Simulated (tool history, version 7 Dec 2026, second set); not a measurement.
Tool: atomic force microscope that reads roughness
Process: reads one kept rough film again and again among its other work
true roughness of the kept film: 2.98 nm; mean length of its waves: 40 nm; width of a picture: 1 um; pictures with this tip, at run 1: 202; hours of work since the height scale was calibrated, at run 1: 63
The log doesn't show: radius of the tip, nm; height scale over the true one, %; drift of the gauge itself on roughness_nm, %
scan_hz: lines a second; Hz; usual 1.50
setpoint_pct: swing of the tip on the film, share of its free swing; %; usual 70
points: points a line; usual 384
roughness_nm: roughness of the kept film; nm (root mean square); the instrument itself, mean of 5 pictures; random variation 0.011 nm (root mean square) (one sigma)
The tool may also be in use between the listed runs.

run,day,scan_hz,setpoint_pct,points,pictures with this tip,hours of work since the height scale was calibrated,roughness_nm
1,0.000,1.50,70,384,202,63,2.343
2,0.792,1.50,70,384,232,75,2.296
3,1.800,1.50,70,455,269,91,2.249
4,2.662,1.67,70,384,300,104,2.209
5,3.350,1.67,70,384,325,114,2.185
# day 4.212: new tip fitted
6,4.300,2.49,70,384,3,128,2.381
7,5.279,2.49,70,384,39,143,2.341
8,6.200,1.25,70,384,73,157,2.452
9,6.675,1.25,70,384,91,164,2.419
10,7.283,1.50,70,384,113,173,2.397
11,7.717,1.50,71,384,129,180,2.347
12,8.742,1.50,70,733,166,195,2.298
13,9.708,0.94,76,642,202,210,2.301
14,10.462,3.07,70,384,230,221,2.062
15,11.454,0.75,70,384,266,236,2.293
# day 11.583: height scale calibrated on a step standard
16,12.371,1.50,60,857,298,12,2.241
17,12.908,1.50,60,857,318,20,2.233
18,13.517,1.50,74,413,340,29,2.080
# day 13.900: new tip fitted
19,14.433,1.93,70,262,19,43,2.411
20,14.996,1.61,55,296,40,51,2.591
21,15.962,0.90,79,268,75,66,2.418
# day 16.188: height scale calibrated on a step standard, once more
22,16.721,1.16,64,394,102,8,2.527

3 ways to go on from here, each from the tool as it stands after run 22. What would each give?
A,17.492,1.27,76,381,130,20,?
B,17.492,1.50,82,376,130,20,?
C,17.492,1.54,69,757,130,20,?

run,roughness_nm
A,2.336
B,2.221
C,2.385
Without the tool's hidden state the same runs would have given:
run,roughness_nm
A,2.503
B,2.379
C,2.556
